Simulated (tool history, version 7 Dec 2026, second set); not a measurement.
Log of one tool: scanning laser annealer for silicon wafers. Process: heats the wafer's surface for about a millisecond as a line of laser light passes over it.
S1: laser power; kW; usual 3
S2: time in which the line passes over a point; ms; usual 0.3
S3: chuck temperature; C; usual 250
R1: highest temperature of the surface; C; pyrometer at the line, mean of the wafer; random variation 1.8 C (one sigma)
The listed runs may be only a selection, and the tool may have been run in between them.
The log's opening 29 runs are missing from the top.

| run | day | S1 | S2 | S3 | R1 |
|---|---|---|---|---|---|
| 30 | 13.646 | 2.62 | 0.3 | 214 | 802 |
| 31 | 13.988 | 2.62 | 0.3 | 214 | 801 |
| 32 | 14.429 | 2.88 | 0.354 | 211 | 947 |
| 33 | 14.975 | 2.942 | 0.233 | 264 | 857 |
| 34 | 15.304 | 2.942 | 0.233 | 264 | 856 |
| 35 | 15.921 | 2.942 | 0.233 | 264 | 857 |
| 36 | 16.508 | 2.942 | 0.233 | 264 | 857 |
| 37 | 16.971 | 2.942 | 0.233 | 264 | 854 |

Forecast run 38:
| 38 | 17.325 | 3.161 | 0.31 | 238 | ? |

{"run 38": {"R1": 1005}}
Without the tool's hidden state the same run would have given R1 1016 C.

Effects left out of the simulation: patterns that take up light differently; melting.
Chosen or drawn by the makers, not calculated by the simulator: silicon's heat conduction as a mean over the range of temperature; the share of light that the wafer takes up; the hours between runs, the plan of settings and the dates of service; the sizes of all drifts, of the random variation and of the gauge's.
